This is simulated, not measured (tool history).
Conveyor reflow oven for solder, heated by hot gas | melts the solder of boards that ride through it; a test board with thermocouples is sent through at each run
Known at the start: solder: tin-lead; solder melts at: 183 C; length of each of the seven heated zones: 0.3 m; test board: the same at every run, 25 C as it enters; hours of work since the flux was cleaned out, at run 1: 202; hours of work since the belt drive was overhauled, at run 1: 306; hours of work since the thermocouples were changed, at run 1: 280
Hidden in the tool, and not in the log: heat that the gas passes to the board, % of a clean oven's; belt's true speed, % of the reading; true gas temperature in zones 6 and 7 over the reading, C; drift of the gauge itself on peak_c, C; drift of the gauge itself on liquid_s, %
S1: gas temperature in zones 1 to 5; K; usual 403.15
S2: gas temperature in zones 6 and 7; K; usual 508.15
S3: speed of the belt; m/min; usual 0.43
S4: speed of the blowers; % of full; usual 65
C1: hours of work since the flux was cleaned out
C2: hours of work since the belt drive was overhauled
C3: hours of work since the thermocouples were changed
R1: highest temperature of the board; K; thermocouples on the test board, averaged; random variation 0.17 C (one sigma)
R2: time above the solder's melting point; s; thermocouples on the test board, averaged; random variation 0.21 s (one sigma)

Run 1, hour 0: usual settings; C1 202; C2 306; C3 280. Result: R1 483.05 K, R2 51.3 s.
Run 2, hour 16.2: usual settings; C1 212; C2 315; C3 290. Result: R1 483.25 K, R2 50.8 s.
Run 3, hour 28.7: usual settings; C1 219; C2 323; C3 297. Result: R1 483.15 K, R2 51.2 s.
Run 4, hour 38: usual settings; C1 224; C2 328; C3 302. Result: R1 483.25 K, R2 51.4 s.
Run 5, hour 46.2: usual settings; C1 229; C2 333; C3 307. Result: R1 483.35 K, R2 51.1 s.
Run 6, hour 59.8: usual settings but S3 0.46 m/min; C1 237; C2 341; C3 315. Result: R1 480.35 K, R2 44.3 s.
Run 7, hour 75: usual settings but S3 0.46 m/min; C1 246; C2 349; C3 324. Result: R1 480.55 K, R2 44.3 s.
Run 8, hour 82.7: usual settings; C1 250; C2 354; C3 328. Result: R1 482.95 K, R2 50.9 s.
Run 9, hour 93: usual settings; C1 256; C2 360; C3 334. Result: R1 483.35 K, R2 51.8 s.
Run 10, hour 100.3: usual settings; C1 261; C2 364; C3 339. Result: R1 483.05 K, R2 51.1 s.
Run 11, hour 114.5: usual settings; C1 269; C2 372; C3 347. Result: R1 483.15 K, R2 51 s.
Run 12, hour 122: usual settings; C1 273; C2 377; C3 351. Result: R1 483.05 K, R2 50.8 s.
Run 13, hour 131.9: usual settings; C1 279; C2 382; C3 357. Result: R1 483.35 K, R2 51.1 s.
Run 14, hour 139.3: usual settings; C1 283; C2 387; C3 361. Result: R1 483.15 K, R2 51.3 s.
Run 15, hour 153.8: usual settings but S3 0.397 m/min; C1 292; C2 395; C3 370. Result: R1 486.65 K, R2 59.5 s.
Run 16, hour 160.7: usual settings but S3 0.397 m/min; C1 296; C2 399; C3 374. Result: R1 485.95 K, R2 59.6 s.
Run 17, hour 176.4: usual settings but S2 517.15 K, S3 0.397 m/min; C1 305; C2 408; C3 383. Result: R1 493.55 K, R2 66.9 s.
Run 18, hour 183: usual settings but S2 517.15 K, S3 0.397 m/min; C1 309; C2 412; C3 387. Result: R1 493.65 K, R2 67 s.
Run 19, hour 196.2: usual settings but S1 407.15 K, S3 0.459 m/min; C1 316; C2 420; C3 394. Result: R1 481.25 K, R2 46.9 s.
Run 20, hour 205.1: usual settings but S1 407.15 K, S3 0.459 m/min; C1 321; C2 425; C3 399. Result: R1 481.55 K, R2 47.2 s.
Run 21, hour 217.2: usual settings but S1 405.15 K, S2 511.15 K, S3 0.459 m/min; C1 328; C2 432; C3 406. Result: R1 483.35 K, R2 48.6 s.
Run 22, hour 230.5: usual settings but S1 408.15 K, S2 512.15 K, S3 0.397 m/min, S4 63 % of full; C1 336; C2 440; C3 414. Result: R1 489.75 K, R2 65.1 s.
Run 23, hour 245.7: usual settings but S2 510.15 K, S3 0.365 m/min; C1 345; C2 449; C3 423. Result: R1 491.05 K, R2 70.7 s.
At hour 251.9: flux residue cleaned out of gas plates and filters.
Run 24, hour 258.4: usual settings but S2 502.15 K, S3 0.402 m/min, S4 57 % of full; C1 4; C2 453; C3 427. Result: R1 477.55 K, R2 47.3 s.
Run 25, hour 268.2: usual settings but S1 395.15 K; C1 9; C2 459; C3 433. Result: R1 481.55 K, R2 46.4 s.
Run 26, hour 279.6: usual settings but S1 400.15 K, S2 509.15 K, S3 0.35 m/min, S4 58 % of full; C1 16; C2 465; C3 440. Result: R1 488.55 K, R2 69.2 s.

The next listed run, before its measurement:
Run 27, hour 288.7: usual settings but S1 402.15 K, S2 509.15 K, S3 0.433 m/min, S4 54 % of full; C1 21; C2 471; C3 445. Result: R1 ?, R2 ?.

R1: 478.15 K
R2: 43.6 s
Without the tool's hidden state the same run would have given R1 478.15 K, R2 43.6 s.

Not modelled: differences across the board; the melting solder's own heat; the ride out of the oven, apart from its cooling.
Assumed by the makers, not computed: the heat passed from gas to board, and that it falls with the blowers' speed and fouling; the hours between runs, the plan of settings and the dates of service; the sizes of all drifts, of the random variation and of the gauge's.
